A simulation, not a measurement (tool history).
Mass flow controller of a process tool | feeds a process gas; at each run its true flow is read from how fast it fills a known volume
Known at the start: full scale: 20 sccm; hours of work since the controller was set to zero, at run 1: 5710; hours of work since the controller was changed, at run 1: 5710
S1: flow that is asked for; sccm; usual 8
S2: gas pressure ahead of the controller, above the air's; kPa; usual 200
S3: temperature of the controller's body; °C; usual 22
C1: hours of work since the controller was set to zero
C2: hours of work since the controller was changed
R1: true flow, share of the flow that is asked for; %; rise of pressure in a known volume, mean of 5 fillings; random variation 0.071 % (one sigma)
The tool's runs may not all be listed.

run	hour	S1	S2	S3	C1	C2	R1
1	0	8	200	22	5710	5710	103.8
2	324.5	8	200	22	5829	5829	103.95
3	492.9	8	200	32	5891	5891	103.31
4	711.7	8	200	32	5971	5971	103.45
5	1021.5	8	200	22	6084	6084	104.1
# hour 1145.3: controller exchanged for a calibrated one
6	1223.7	8	200	22	29	29	99.29
7	1406.4	8	200	22	96	96	99.4
8	1651.9	8	200	22	186	186	99.32
9	1810.5	8	200	22	244	244	99.5
10	1965.9	8	200	30	301	301	99.08
11	2132.4	8	200	29	362	362	99.18
12	2487	8	200	29	492	492	99.41
13	2733.4	8	200	31	582	582	99.17
14	3066	8	200	31	704	704	99.27
15	3277.3	8	200	22	781	781	99.91
16	3445.5	8	273	22	843	843	100.07
# hour 3464.2: controller's zero set anew
17	3619.4	3	217	24	57	906	100.96
18	3776.3	3	217	24	114	964	101.15
# hour 3953: controller's zero set anew, once more
19	3953	8	217	23	0	1029	99.66
20	4236.1	8	158	22	104	1132	99.74
21	4420.5	2	200	22	171	1200	99.98
22	4734.5	3	177	32	286	1315	99.34
23	5042.7	19	272	22	399	1428	100.6
24	5226.7	19	272	22	467	1495	100.51
25	5573.6	6	220	27	594	1623	99.81
26	5911.8	4	183	28	718	1746	100.01
27	6132.1	3	200	22	799	1827	100.87
28	6356.7	4	261	21	881	1909	100.77
29	6542.5	19	186	28	949	1978	100.16
30	6876.4	5	186	37	1071	2100	99.63

Hidden state or all else? Some run-to-run changes of R1, split into what the settings, what came in and random variation would give without the hidden state, and what is left for the hidden state (with any gauge scatter that isn't in both results):
The hidden state here: flow at rest that the sensor doesn't see, % of full scale; true flow over the shown one, %; drift of the gauge itself on true_pct, %.
Run 5 -> 6: controller exchanged for a calibrated one. R1 -4.81 %: hidden state -4.85, all else +0.04.
Run 16 -> 17: S1 8 -> 3, S2 273 -> 217, S3 22 -> 24, controller's zero set anew. R1 +0.89 %: hidden state +1.46, all else -0.57.
Run 18 -> 19: S1 3 -> 8, S3 24 -> 23, controller's zero set anew, once more. R1 -1.49 %: hidden state -1.79, all else +0.3.
Run 22 -> 23: S1 3 -> 19, S2 177 -> 272, S3 32 -> 22. R1 +1.26 %: hidden state -0.45, all else +1.71.
